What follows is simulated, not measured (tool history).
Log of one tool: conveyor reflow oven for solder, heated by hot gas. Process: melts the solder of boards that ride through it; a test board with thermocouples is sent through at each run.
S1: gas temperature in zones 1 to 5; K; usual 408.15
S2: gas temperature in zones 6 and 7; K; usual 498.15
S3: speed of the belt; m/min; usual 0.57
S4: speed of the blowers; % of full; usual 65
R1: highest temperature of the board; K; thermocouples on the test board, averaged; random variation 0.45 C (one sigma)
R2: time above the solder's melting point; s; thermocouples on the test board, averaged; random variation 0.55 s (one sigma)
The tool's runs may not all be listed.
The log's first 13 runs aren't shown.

Run 14, hour 223: usual settings. Result: R1 482.35 K, R2 54.7 s.
Run 15, hour 239.5: usual settings. Result: R1 482.15 K, R2 55.2 s.
Run 16, hour 265.6: usual settings but S1 416.15 K, S3 0.665 m/min, S4 66 % of full. Result: R1 479.55 K, R2 45.3 s.
Run 17, hour 282.5: usual settings but S1 395.15 K, S3 0.634 m/min, S4 66 % of full. Result: R1 476.65 K, R2 37.8 s.
Run 18, hour 305: usual settings but S1 395.15 K, S3 0.634 m/min, S4 66 % of full. Result: R1 475.65 K, R2 37.3 s.
Run 19, hour 326.8: usual settings but S1 398.15 K, S4 88 % of full. Result: R1 485.85 K, R2 56.2 s.
Run 20, hour 339.9: usual settings but S1 398.15 K, S4 88 % of full. Result: R1 486.25 K, R2 57.3 s.
Run 21, hour 357.2: usual settings but S1 398.15 K, S3 0.56 m/min, S4 88 % of full. Result: R1 486.55 K, R2 58.3 s.

The next listed run, before its measurement:
Run 22, hour 375.4: usual settings but S1 398.15 K, S3 0.56 m/min, S4 88 % of full. Result: R1 ?, R2 ?.

{"run 22": {"R1": 486.45, "R2": 58}}
Without the tool's hidden state the same run would have given R1 486.55 K, R2 58.1 s.
